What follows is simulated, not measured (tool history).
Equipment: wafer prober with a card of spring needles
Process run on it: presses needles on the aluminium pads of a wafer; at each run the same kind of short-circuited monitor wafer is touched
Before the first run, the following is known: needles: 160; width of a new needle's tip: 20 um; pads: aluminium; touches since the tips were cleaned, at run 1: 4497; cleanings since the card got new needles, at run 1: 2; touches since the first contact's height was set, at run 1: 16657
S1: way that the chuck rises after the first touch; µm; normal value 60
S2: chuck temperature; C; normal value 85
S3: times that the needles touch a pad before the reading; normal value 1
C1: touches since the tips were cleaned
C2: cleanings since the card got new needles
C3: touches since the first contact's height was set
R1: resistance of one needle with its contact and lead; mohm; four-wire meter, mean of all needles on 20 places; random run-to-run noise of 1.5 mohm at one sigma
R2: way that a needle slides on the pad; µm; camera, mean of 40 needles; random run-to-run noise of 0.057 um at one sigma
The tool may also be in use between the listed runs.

{"run": 1, "hour": 0.0, "S1": 60, "S2": 85, "S3": 1, "C1": 4497, "C2": 2, "C3": 16657, "R1": 315, "R2": 7.3}
{"hour": 2.6, "done": "tips cleaned on abrasive film"}
{"run": 2, "hour": 13.2, "S1": 60, "S2": 85, "S3": 1, "C1": 2596, "C2": 3, "C3": 19865, "R1": 274, "R2": 7.23}
{"hour": 23.1, "done": "tips cleaned on abrasive film"}
{"run": 3, "hour": 25.9, "S1": 60, "S2": 85, "S3": 1, "C1": 681, "C2": 4, "C3": 22935, "R1": 193, "R2": 7.23}
{"run": 4, "hour": 32.1, "S1": 60, "S2": 85, "S3": 1, "C1": 2182, "C2": 4, "C3": 24436, "R1": 263, "R2": 7.31}
{"run": 5, "hour": 37.8, "S1": 60, "S2": 85, "S3": 1, "C1": 3578, "C2": 4, "C3": 25832, "R1": 303, "R2": 7.17}
{"hour": 43.4, "done": "tips cleaned on abrasive film"}
{"run": 6, "hour": 47.3, "S1": 60, "S2": 85, "S3": 1, "C1": 947, "C2": 5, "C3": 28117, "R1": 206, "R2": 7.27}
{"run": 7, "hour": 57.8, "S1": 60, "S2": 85, "S3": 2, "C1": 3529, "C2": 5, "C3": 30699, "R1": 233, "R2": 7.27}
{"hour": 63.8, "done": "tips cleaned on abrasive film"}
{"run": 8, "hour": 65.4, "S1": 60, "S2": 85, "S3": 2, "C1": 399, "C2": 6, "C3": 32518, "R1": 162, "R2": 7.19}
{"run": 9, "hour": 71.8, "S1": 60, "S2": 85, "S3": 3, "C1": 1968, "C2": 6, "C3": 34087, "R1": 178, "R2": 7.21}
{"run": 10, "hour": 81.9, "S1": 60, "S2": 85, "S3": 3, "C1": 4432, "C2": 6, "C3": 36551, "R1": 197, "R2": 7.24}
{"hour": 83.2, "done": "height of the first contact set anew"}
{"hour": 84.3, "done": "tips cleaned on abrasive film"}
{"run": 11, "hour": 95.4, "S1": 60, "S2": 85, "S3": 3, "C1": 2708, "C2": 7, "C3": 2955, "R1": 187, "R2": 7.15}
{"run": 12, "hour": 100.8, "S1": 60, "S2": 85, "S3": 3, "C1": 4027, "C2": 7, "C3": 4274, "R1": 199, "R2": 7.08}
{"hour": 105.0, "done": "tips cleaned on abrasive film"}
{"run": 13, "hour": 109.3, "S1": 60, "S2": 85, "S3": 1, "C1": 1061, "C2": 8, "C3": 6337, "R1": 209, "R2": 7.23}
{"hour": 117.0, "done": "height of the first contact set anew, once more"}
{"run": 14, "hour": 117.0, "S1": 60, "S2": 85, "S3": 1, "C1": 2855, "C2": 8, "C3": 7, "R1": 276, "R2": 7.32}
{"run": 15, "hour": 124.1, "S1": 60, "S2": 85, "S3": 2, "C1": 4592, "C2": 8, "C3": 1744, "R1": 244, "R2": 7.22}
{"hour": 125.9, "done": "tips cleaned on abrasive film"}
{"run": 16, "hour": 130.6, "S1": 60, "S2": 85, "S3": 2, "C1": 1148, "C2": 9, "C3": 3309, "R1": 186, "R2": 7.28}
{"run": 17, "hour": 137.9, "S1": 60, "S2": 85, "S3": 2, "C1": 2933, "C2": 9, "C3": 5094, "R1": 224, "R2": 7.25}
{"hour": 146.0, "done": "tips cleaned on abrasive film"}
{"run": 18, "hour": 148.8, "S1": 60, "S2": 81, "S3": 1, "C1": 695, "C2": 10, "C3": 7736, "R1": 194, "R2": 7.26}
{"run": 19, "hour": 155.4, "S1": 49, "S2": 81, "S3": 1, "C1": 2287, "C2": 10, "C3": 9328, "R1": 325, "R2": 5.88}
{"run": 20, "hour": 162.3, "S1": 48, "S2": 88, "S3": 1, "C1": 3968, "C2": 10, "C3": 11009, "R1": 395, "R2": 5.92}
{"hour": 166.5, "done": "tips cleaned on abrasive film"}
{"run": 21, "hour": 169.9, "S1": 60, "S2": 85, "S3": 1, "C1": 834, "C2": 11, "C3": 12854, "R1": 194, "R2": 7.21}
{"run": 22, "hour": 175.8, "S1": 60, "S2": 85, "S3": 1, "C1": 2279, "C2": 11, "C3": 14299, "R1": 261, "R2": 7.24}
{"hour": 187.4, "done": "tips cleaned on abrasive film"}
{"run": 23, "hour": 187.4, "S1": 60, "S2": 85, "S3": 2, "C1": 0, "C2": 12, "C3": 17107, "R1": 149, "R2": 7.12}
{"run": 24, "hour": 197.4, "S1": 67, "S2": 85, "S3": 2, "C1": 2436, "C2": 12, "C3": 19543, "R1": 198, "R2": 8.09}
{"run": 25, "hour": 206.5, "S1": 67, "S2": 85, "S3": 2, "C1": 4648, "C2": 12, "C3": 21755, "R1": 221, "R2": 8.07}
{"hour": 207.8, "done": "tips cleaned on abrasive film"}
{"run": 26, "hour": 212.9, "S1": 60, "S2": 70, "S3": 1, "C1": 1243, "C2": 13, "C3": 23289, "R1": 217, "R2": 7.2}
{"run": 27, "hour": 221.2, "S1": 60, "S2": 70, "S3": 1, "C1": 3273, "C2": 13, "C3": 25319, "R1": 289, "R2": 7.23}
{"hour": 228.4, "done": "tips cleaned on abrasive film"}
{"run": 28, "hour": 233.2, "S1": 60, "S2": 70, "S3": 1, "C1": 1169, "C2": 14, "C3": 28219, "R1": 219, "R2": 7.15}
{"run": 29, "hour": 241.3, "S1": 60, "S2": 81, "S3": 1, "C1": 3157, "C2": 14, "C3": 30207, "R1": 296, "R2": 7.2}
{"hour": 249.0, "done": "tips cleaned on abrasive film"}
{"run": 30, "hour": 251.1, "S1": 60, "S2": 81, "S3": 1, "C1": 502, "C2": 15, "C3": 32570, "R1": 191, "R2": 7.16}
{"run": 31, "hour": 263.6, "S1": 60, "S2": 81, "S3": 1, "C1": 3543, "C2": 15, "C3": 35611, "R1": 312, "R2": 7.24}
{"hour": 269.2, "done": "tips cleaned on abrasive film"}
{"run": 32, "hour": 271.6, "S1": 60, "S2": 81, "S3": 1, "C1": 590, "C2": 16, "C3": 37545, "R1": 188, "R2": 7.09}
{"run": 33, "hour": 284.5, "S1": 60, "S2": 81, "S3": 1, "C1": 3752, "C2": 16, "C3": 40707, "R1": 303, "R2": 7.18}
{"hour": 290.3, "done": "tips cleaned on abrasive film"}
{"run": 34, "hour": 295.3, "S1": 58, "S2": 118, "S3": 1, "C1": 1218, "C2": 17, "C3": 43300, "R1": 227, "R2": 6.93}

What would each run have given without the hidden state, its run-to-run variation left as it was?
Hidden state present: debris on the tips, nm; way that the needles fall short of the set height, um; tips' diameter, um; drift of the gauge itself on contact_mohm, %; drift of the gauge itself on scrub_um, %.
run=1 R1=140 R2=7.33
run=2 R1=139 R2=7.27
run=3 R1=136 R2=7.29
run=4 R1=141 R2=7.36
run=5 R1=140 R2=7.23
run=6 R1=137 R2=7.34
run=7 R1=138 R2=7.34
run=8 R1=135 R2=7.27
run=9 R1=136 R2=7.29
run=10 R1=134 R2=7.32
run=11 R1=136 R2=7.26
run=12 R1=136 R2=7.19
run=13 R1=136 R2=7.37
run=14 R1=138 R2=7.32
run=15 R1=138 R2=7.22
run=16 R1=135 R2=7.29
run=17 R1=137 R2=7.26
run=18 R1=137 R2=7.29
run=19 R1=144 R2=5.91
run=20 R1=142 R2=5.95
run=21 R1=136 R2=7.25
run=22 R1=137 R2=7.28
run=23 R1=138 R2=7.18
run=24 R1=132 R2=8.15
run=25 R1=132 R2=8.13
run=26 R1=133 R2=7.27
run=27 R1=134 R2=7.30
run=28 R1=133 R2=7.24
run=29 R1=138 R2=7.29
run=30 R1=137 R2=7.25
run=31 R1=138 R2=7.34
run=32 R1=137 R2=7.20
run=33 R1=134 R2=7.29
run=34 R1=143 R2=7.05
